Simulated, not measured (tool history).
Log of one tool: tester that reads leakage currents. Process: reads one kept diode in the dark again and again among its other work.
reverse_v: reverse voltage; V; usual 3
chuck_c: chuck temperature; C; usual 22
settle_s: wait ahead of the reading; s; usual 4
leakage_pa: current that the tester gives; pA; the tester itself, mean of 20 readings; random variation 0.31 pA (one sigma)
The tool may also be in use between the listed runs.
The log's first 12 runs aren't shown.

At hour 2352.9: tester calibrated.
At hour 2412.2: chuck's temperature calibrated.
Run 13, hour 2587: usual settings but settle_s 2.95 s. Result: leakage_pa 110.48 pA.
At hour 2762.5: tester calibrated, once more.
Run 14, hour 2799.9: usual settings but settle_s 2.95 s. Result: leakage_pa 108.04 pA.
Run 15, hour 3016.3: usual settings. Result: leakage_pa 109.14 pA.
Run 16, hour 3220.5: usual settings. Result: leakage_pa 110.57 pA.
Run 17, hour 3408.4: usual settings. Result: leakage_pa 111.12 pA.
Run 18, hour 3679: usual settings. Result: leakage_pa 113.23 pA.
Run 19, hour 3815.6: usual settings. Result: leakage_pa 114.31 pA.
Run 20, hour 4023.2: usual settings but reverse_v 4.93 V, chuck_c 53 C, settle_s 9.65 s. Result: leakage_pa 1387.53 pA.

Forecast run 21:
Run 21, hour 4202.9: usual settings but reverse_v 4.93 V, chuck_c 38 C, settle_s 9.65 s. Result: leakage_pa ?.

Run 21 gave leakage_pa 483.09 pA.
Without the tool's hidden state the same run would have given leakage_pa 443.17 pA.
